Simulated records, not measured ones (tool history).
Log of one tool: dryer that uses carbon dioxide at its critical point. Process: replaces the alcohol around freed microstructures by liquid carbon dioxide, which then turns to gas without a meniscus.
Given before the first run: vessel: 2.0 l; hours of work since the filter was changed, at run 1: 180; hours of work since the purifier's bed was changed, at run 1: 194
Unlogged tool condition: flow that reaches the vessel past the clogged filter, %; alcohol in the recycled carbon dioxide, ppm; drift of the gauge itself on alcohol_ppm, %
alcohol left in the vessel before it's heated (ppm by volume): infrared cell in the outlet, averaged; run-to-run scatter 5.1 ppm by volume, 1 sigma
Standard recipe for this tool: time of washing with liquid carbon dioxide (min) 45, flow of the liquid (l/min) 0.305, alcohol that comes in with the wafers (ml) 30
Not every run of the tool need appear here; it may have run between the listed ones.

run	hour	time of washing with liquid carbon dioxide (min)	flow of the liquid (l/min)	alcohol that comes in with the wafers (ml)	hours of work since the filter was changed	hours of work since the purifier's bed was changed	alcohol left in the vessel before it's heated (ppm by volume)
1	0	45	0.305	30	180	194	95
2	17.2	45	0.305	30	188	201	108
3	27.8	45	0.305	30	193	206	97
4	38.6	45	0.305	30	198	211	111
5	54.2	45	0.305	30	205	218	106
6	66.7	45	0.318	30	211	224	92
7	82	45	0.318	30	218	231	82
8	98.5	45	0.318	30	225	238	104
9	110.5	45	0.305	28	231	244	103
10	126.4	45	0.305	28	238	251	106
11	137	40	0.401	70	243	256	105
12	150.5	40	0.401	70	249	262	105
13	166.2	40	0.401	70	256	269	111
14	175.3	52	0.32	61	260	273	95
15	190.6	45	0.305	28	267	280	125
16	200.5	45	0.305	28	271	285	113
17	217.7	45	0.305	28	279	292	115
18	227.4	45	0.316	104	284	297	260
19	244.8	45	0.225	94	292	305	1105
20	257.3	41	0.221	53	297	310	929

Below are 5 alternative next runs, each starting from the tool's condition after run 20. Predict each:
A	272.1	41	0.238	53	304	317	?
B	272.1	31	0.186	28	304	317	?
C	272.1	45	0.367	30	304	317	?
D	272.1	53	0.221	53	304	317	?
E	272.1	41	0.221	102	304	317	?

run	alcohol left in the vessel before it's heated (ppm by volume)
A	730
B	1764
C	81
D	385
E	1725
Stripped of hidden state, with their random variation kept, the same runs would have yielded:
run	alcohol left in the vessel before it's heated (ppm by volume)
A	521
B	1464
C	25
D	246
E	1302
